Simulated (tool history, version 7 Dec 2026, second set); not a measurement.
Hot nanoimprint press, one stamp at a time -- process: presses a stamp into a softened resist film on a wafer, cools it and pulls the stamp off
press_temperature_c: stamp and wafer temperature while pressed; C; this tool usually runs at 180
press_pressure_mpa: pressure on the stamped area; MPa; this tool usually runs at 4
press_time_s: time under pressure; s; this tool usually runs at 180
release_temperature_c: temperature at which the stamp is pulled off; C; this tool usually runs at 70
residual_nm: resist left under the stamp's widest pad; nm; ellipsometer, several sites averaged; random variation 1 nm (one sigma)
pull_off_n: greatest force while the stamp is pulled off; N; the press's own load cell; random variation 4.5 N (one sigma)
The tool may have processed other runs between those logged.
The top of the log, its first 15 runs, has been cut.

run,hour,press_temperature_c,press_pressure_mpa,press_time_s,release_temperature_c,residual_nm,pull_off_n
16,307.4,187,4,180,70,157.1,218
17,321.9,180,4,153,57,223.8,244
# hour 340.3: stamp cleaned and given a new release coat
18,341.8,180,4,153,57,223.8,237
19,371,172,4,180,70,281.8,225
20,385,172,4,180,70,282,218
21,414,182,4.5,94,70,237,220
22,435.6,173,4,249,69,246.3,212
23,455,173,4,249,69,249.9,226
24,484.4,170,4,144,70,306.4,222
25,513.7,171,4.26,196,62,278.1,241
26,540.4,180,4,180,74,211.8,210
27,558.8,176,3.26,181,62,259.3,233
28,588.2,180,4,359,74,161.2,217
29,614.8,180,4,359,74,158.9,207
30,635.5,173,3.77,137,77,290.8,216
31,659.1,180,4,146,70,221.7,223

Predict each of these 3 candidate next runs independently; none follows another, all start after run 31:
A,674.6,178,4,123,65,?,?
B,674.6,180,4.35,180,70,?,?
C,674.6,185,4,277,70,?,?

run,residual_nm,pull_off_n
A,251.5,235
B,203.8,225
C,142.7,229
Had the tool no hidden state, the same runs would have come out as:
run,residual_nm,pull_off_n
A,258.6,232
B,209.7,222
C,146.9,227
